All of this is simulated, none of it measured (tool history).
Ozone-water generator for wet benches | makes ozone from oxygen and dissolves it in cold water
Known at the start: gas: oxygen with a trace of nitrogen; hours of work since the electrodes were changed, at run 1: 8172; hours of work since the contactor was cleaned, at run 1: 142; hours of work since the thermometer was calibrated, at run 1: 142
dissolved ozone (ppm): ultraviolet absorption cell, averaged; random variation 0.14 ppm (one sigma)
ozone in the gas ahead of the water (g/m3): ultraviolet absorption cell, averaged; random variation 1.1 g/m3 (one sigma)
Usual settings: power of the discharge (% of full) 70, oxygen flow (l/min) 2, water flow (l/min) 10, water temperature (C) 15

| run | hour | power of the discharge (% of full) | oxygen flow (l/min) | water flow (l/min) | water temperature (C) | hours of work since the electrodes were changed | hours of work since the contactor was cleaned | hours of work since the thermometer was calibrated | dissolved ozone (ppm) | ozone in the gas ahead of the water (g/m3) |
|---|---|---|---|---|---|---|---|---|---|---|
| 1 | 0 | 70 | 2 | 10 | 15 | 8172 | 142 | 142 | 12.2 | 136.8 |
| 2 | 182.1 | 41 | 2 | 10 | 15 | 8346 | 316 | 316 | 9.3 | 101.6 |
| 3 | 367.5 | 41 | 3.25 | 10 | 15 | 8524 | 494 | 494 | 9.9 | 82.7 |
|  | 450.6 | electrodes of the discharge changed |
| 4 | 496.5 | 66 | 2 | 10 | 15 | 44 | 612 | 612 | 16.4 | 178.3 |
| 5 | 723.7 | 66 | 2 | 10 | 8 | 261 | 829 | 829 | 17.7 | 178.6 |
| 6 | 867.2 | 66 | 2 | 10 | 8 | 399 | 966 | 966 | 17.4 | 177.2 |
| 7 | 995.8 | 74 | 2 | 10 | 15 | 522 | 1090 | 1090 | 17.7 | 189.7 |
| 8 | 1127.6 | 74 | 2 | 10 | 15 | 648 | 1216 | 1216 | 17.4 | 190.1 |
| 9 | 1231 | 71 | 2 | 10 | 15 | 747 | 1315 | 1315 | 16.7 | 183.8 |
| 10 | 1334.6 | 71 | 2 | 10 | 15 | 846 | 1414 | 1414 | 16.7 | 183.9 |
| 11 | 1566.8 | 83 | 2 | 8 | 12 | 1068 | 1636 | 1636 | 23.8 | 204 |
| 12 | 1682.3 | 83 | 2 | 8 | 12 | 1179 | 1747 | 1747 | 23.6 | 203.3 |
|  | 1700.1 | water thermometer calibrated |
| 13 | 1829.2 | 49 | 1.08 | 8 | 12 | 1319 | 1887 | 124 | 14.2 | 180.8 |
| 14 | 1999.4 | 93 | 1.08 | 8 | 9 | 1482 | 2050 | 286 | 21.8 | 283.7 |
| 15 | 2176.7 | 93 | 1.08 | 8 | 9 | 1652 | 2220 | 456 | 22 | 283.6 |
| 16 | 2315.9 | 64 | 1.22 | 15 | 9 | 1785 | 2353 | 589 | 8.7 | 203.5 |
| 17 | 2464.3 | 45 | 1.22 | 9 | 19 | 1927 | 2495 | 732 | 10.8 | 159.6 |
|  | 2563.3 | water thermometer calibrated, once more |
| 18 | 2634.3 | 66 | 1.96 | 13 | 22 | 2089 | 2657 | 68 | 10.8 | 170.9 |
| 19 | 2779.4 | 66 | 1.96 | 13 | 22 | 2228 | 2796 | 207 | 10.8 | 168.8 |
| 20 | 2989.4 | 66 | 1.83 | 8 | 22 | 2429 | 2997 | 408 | 16.6 | 172.6 |

Forecast each of these 5 alternatives for the next run:
| A | 3210.9 | 87 | 1.83 | 7 | 17 | 2641 | 3209 | 620 | ? | ? |
| B | 3210.9 | 66 | 1.83 | 16 | 14 | 2641 | 3209 | 620 | ? | ? |
| C | 3210.9 | 70 | 3.54 | 8 | 8 | 2641 | 3209 | 620 | ? | ? |
| D | 3210.9 | 79 | 1.19 | 14 | 22 | 2641 | 3209 | 620 | ? | ? |
| E | 3210.9 | 66 | 1.83 | 8 | 22 | 2641 | 3209 | 620 | ? | ? |

| run | dissolved ozone (ppm) | ozone in the gas ahead of the water (g/m3) |
|---|---|---|
| A | 23.3 | 206.2 |
| B | 9.1 | 172.3 |
| C | 22.5 | 133.9 |
| D | 9.5 | 232.8 |
| E | 16.1 | 169.5 |
Without the tool's hidden state the same runs would have given:
| run | dissolved ozone (ppm) | ozone in the gas ahead of the water (g/m3) |
|---|---|---|
| A | 26.2 | 227.7 |
| B | 10.1 | 187 |
| C | 25 | 145.8 |
| D | 10.7 | 255.5 |
| E | 17.8 | 184.1 |
